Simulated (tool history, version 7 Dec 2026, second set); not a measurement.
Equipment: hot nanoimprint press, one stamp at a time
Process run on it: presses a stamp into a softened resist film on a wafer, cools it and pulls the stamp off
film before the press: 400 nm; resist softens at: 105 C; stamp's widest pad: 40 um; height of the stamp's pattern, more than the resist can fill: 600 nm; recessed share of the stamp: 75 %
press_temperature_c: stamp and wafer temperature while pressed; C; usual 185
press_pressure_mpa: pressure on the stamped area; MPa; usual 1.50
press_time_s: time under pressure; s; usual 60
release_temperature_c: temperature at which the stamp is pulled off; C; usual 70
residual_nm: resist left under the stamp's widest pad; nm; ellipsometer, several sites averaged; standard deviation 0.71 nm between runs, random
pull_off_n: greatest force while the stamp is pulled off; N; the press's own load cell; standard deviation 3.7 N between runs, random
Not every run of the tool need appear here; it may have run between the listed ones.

| run | hour | press_temperature_c | press_pressure_mpa | press_time_s | release_temperature_c | residual_nm | pull_off_n |
|---|---|---|---|---|---|---|---|
| 1 | 0.0 | 185 | 1.50 | 60 | 70 | 165.3 | 257 |
| 2 | 9.5 | 185 | 1.11 | 60 | 70 | 192.6 | 255 |
| 3 | 17.2 | 185 | 1.11 | 60 | 70 | 192.2 | 265 |
| 4 | 25.6 | 185 | 1.50 | 60 | 59 | 164.5 | 298 |
| 5 | 31.5 | 185 | 1.50 | 60 | 59 | 164.7 | 296 |
| 6 | 37.7 | 185 | 1.50 | 60 | 59 | 163.9 | 309 |
| 7 | 44.9 | 185 | 1.50 | 60 | 57 | 164.6 | 307 |
| 8 | 52.7 | 185 | 1.50 | 60 | 57 | 164.0 | 326 |
| 9 | 61.8 | 185 | 1.50 | 60 | 57 | 163.9 | 314 |
| 10 | 69.1 | 185 | 1.50 | 60 | 57 | 164.8 | 323 |
| 11 | 77.4 | 185 | 1.50 | 60 | 57 | 163.9 | 326 |
| 12 | 83.6 | 185 | 1.50 | 60 | 57 | 162.6 | 333 |
|  | 87.4 | plate thermocouple calibrated |
| 13 | 93.9 | 185 | 1.50 | 60 | 57 | 162.7 | 331 |
| 14 | 101.8 | 185 | 1.50 | 60 | 70 | 163.1 | 289 |
| 15 | 108.2 | 185 | 1.50 | 60 | 70 | 161.3 | 296 |
| 16 | 118.0 | 188 | 1.50 | 81 | 67 | 131.2 | 309 |
| 17 | 124.3 | 188 | 2.34 | 81 | 72 | 101.0 | 279 |
| 18 | 131.7 | 174 | 1.69 | 60 | 70 | 219.1 | 308 |
|  | 135.3 | plate thermocouple calibrated, once more |
| 19 | 142.2 | 174 | 1.29 | 95 | 70 | 223.7 | 323 |

Run 20 has not been measured yet. What should we expect?
| 20 | 151.3 | 185 | 1.50 | 49 | 63 | ? | ? |

{"run 20": {"residual_nm": 180.5, "pull_off_n": 339}}
Take away the tool's hidden state, keep the run-to-run variation as it was, and the same run would have given residual_nm 179.3 nm, pull_off_n 191 N.
